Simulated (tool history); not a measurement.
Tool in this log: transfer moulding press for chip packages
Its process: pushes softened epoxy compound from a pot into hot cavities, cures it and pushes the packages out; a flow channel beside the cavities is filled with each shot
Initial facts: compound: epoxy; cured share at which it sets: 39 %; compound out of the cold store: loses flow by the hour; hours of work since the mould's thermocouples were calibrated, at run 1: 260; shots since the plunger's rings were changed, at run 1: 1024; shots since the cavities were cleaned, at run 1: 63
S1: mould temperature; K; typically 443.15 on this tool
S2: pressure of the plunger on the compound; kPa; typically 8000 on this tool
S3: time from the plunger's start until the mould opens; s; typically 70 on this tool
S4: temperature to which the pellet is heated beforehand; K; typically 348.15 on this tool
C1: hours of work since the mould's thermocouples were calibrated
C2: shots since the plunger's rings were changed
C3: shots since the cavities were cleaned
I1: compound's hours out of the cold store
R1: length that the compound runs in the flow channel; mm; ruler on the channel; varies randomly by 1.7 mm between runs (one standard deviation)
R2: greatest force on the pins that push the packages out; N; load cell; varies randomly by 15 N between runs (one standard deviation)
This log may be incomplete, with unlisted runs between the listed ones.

| run | hour | S1 | S2 | S3 | S4 | C1 | C2 | C3 | I1 | R1 | R2 |
|---|---|---|---|---|---|---|---|---|---|---|---|
| 1 | 0 | 443.15 | 8000 | 70 | 348.15 | 260 | 1024 | 63 | 29.2 | 663 | 798 |
| 2 | 23 | 443.15 | 8000 | 70 | 348.15 | 271 | 1268 | 307 | 31.3 | 657 | 974 |
|  | 42.9 | cavities cleaned with cleaning compound and waxed |
| 3 | 55.9 | 443.15 | 8000 | 57 | 348.15 | 285 | 1602 | 138 | 35.4 | 646 | 1587 |
| 4 | 79.6 | 443.15 | 8000 | 57 | 348.15 | 296 | 1853 | 389 | 43.7 | 622 | 1793 |
|  | 92.9 | cavities cleaned with cleaning compound and waxed |
| 5 | 116.4 | 443.15 | 7800 | 70 | 348.15 | 312 | 2227 | 249 | 42.2 | 616 | 874 |
|  | 142.6 | cavities cleaned with cleaning compound and waxed |
| 6 | 154.6 | 443.15 | 7800 | 70 | 348.15 | 329 | 2617 | 127 | 21 | 661 | 852 |
|  | 191.7 | cavities cleaned with cleaning compound and waxed |
| 7 | 191.9 | 443.15 | 8000 | 70 | 358.15 | 345 | 2997 | 2 | 42.9 | 615 | 649 |
| 8 | 236.5 | 443.15 | 8000 | 70 | 358.15 | 366 | 3470 | 475 | 30.5 | 638 | 1027 |
|  | 241.6 | cavities cleaned with cleaning compound and waxed |
| 9 | 277.4 | 443.15 | 8990 | 70 | 348.15 | 384 | 3888 | 380 | 38.9 | 659 | 1007 |
|  | 290.1 | cavities cleaned with cleaning compound and waxed |
|  | 309.9 | plunger's sealing rings changed |
| 10 | 314.3 | 443.15 | 8990 | 70 | 348.15 | 399 | 47 | 231 | 9.6 | 760 | 986 |
| 11 | 337.6 | 443.15 | 8990 | 70 | 348.15 | 409 | 294 | 478 | 9.4 | 752 | 1158 |
|  | 342.3 | cavities cleaned with cleaning compound and waxed |
|  | 390.5 | cavities cleaned with cleaning compound and waxed |
| 12 | 390.5 | 443.15 | 8990 | 70 | 348.15 | 432 | 822 | 0 | 40.3 | 675 | 680 |
| 13 | 427.6 | 443.15 | 8990 | 70 | 348.15 | 449 | 1217 | 395 | 36.1 | 681 | 986 |
|  | 437.8 | cavities cleaned with cleaning compound and waxed |
| 14 | 450.1 | 443.15 | 8990 | 75 | 348.15 | 459 | 1439 | 130 | 34.6 | 684 | 674 |
|  | 487.3 | cavities cleaned with cleaning compound and waxed |
| 15 | 502.6 | 443.15 | 8000 | 54 | 348.15 | 482 | 1981 | 163 | 33.6 | 645 | 1721 |
|  | 535.3 | cavities cleaned with cleaning compound and waxed |
| 16 | 537.8 | 440.15 | 7000 | 70 | 348.15 | 497 | 2338 | 27 | 20.4 | 639 | 989 |
| 17 | 564.1 | 450.15 | 6040 | 57 | 357.15 | 509 | 2617 | 306 | 44.9 | 520 | 973 |
|  | 583.6 | cavities cleaned with cleaning compound and waxed |
| 18 | 605.4 | 450.15 | 6040 | 57 | 357.15 | 528 | 3039 | 230 | 46.7 | 512 | 877 |
|  | 631.3 | cavities cleaned with cleaning compound and waxed |
| 19 | 654.2 | 447.15 | 7890 | 57 | 357.15 | 549 | 3541 | 243 | 32.7 | 617 | 1207 |
| 20 | 674.8 | 447.15 | 7890 | 57 | 357.15 | 559 | 3760 | 462 | 47.5 | 587 | 1303 |
|  | 680.6 | cavities cleaned with cleaning compound and waxed |
| 21 | 708.3 | 443.15 | 6050 | 75 | 348.15 | 573 | 4100 | 294 | 39.2 | 536 | 747 |
|  | 719.2 | plunger's sealing rings changed |
|  | 733.3 | cavities cleaned with cleaning compound and waxed |
| 22 | 742.4 | 448.15 | 6490 | 69 | 341.15 | 587 | 230 | 96 | 39.5 | 568 | 584 |

Forecast run 23:
|  | 780.6 | cavities cleaned with cleaning compound and waxed |
| 23 | 784 | 448.15 | 6490 | 69 | 351.15 | 605 | 656 | 37 | 31.2 | ? | ? |

{"run 23": {"R1": 582, "R2": 546}}
Had the tool carried no hidden state, the very same run would have given R1 589 mm, R2 534 N.

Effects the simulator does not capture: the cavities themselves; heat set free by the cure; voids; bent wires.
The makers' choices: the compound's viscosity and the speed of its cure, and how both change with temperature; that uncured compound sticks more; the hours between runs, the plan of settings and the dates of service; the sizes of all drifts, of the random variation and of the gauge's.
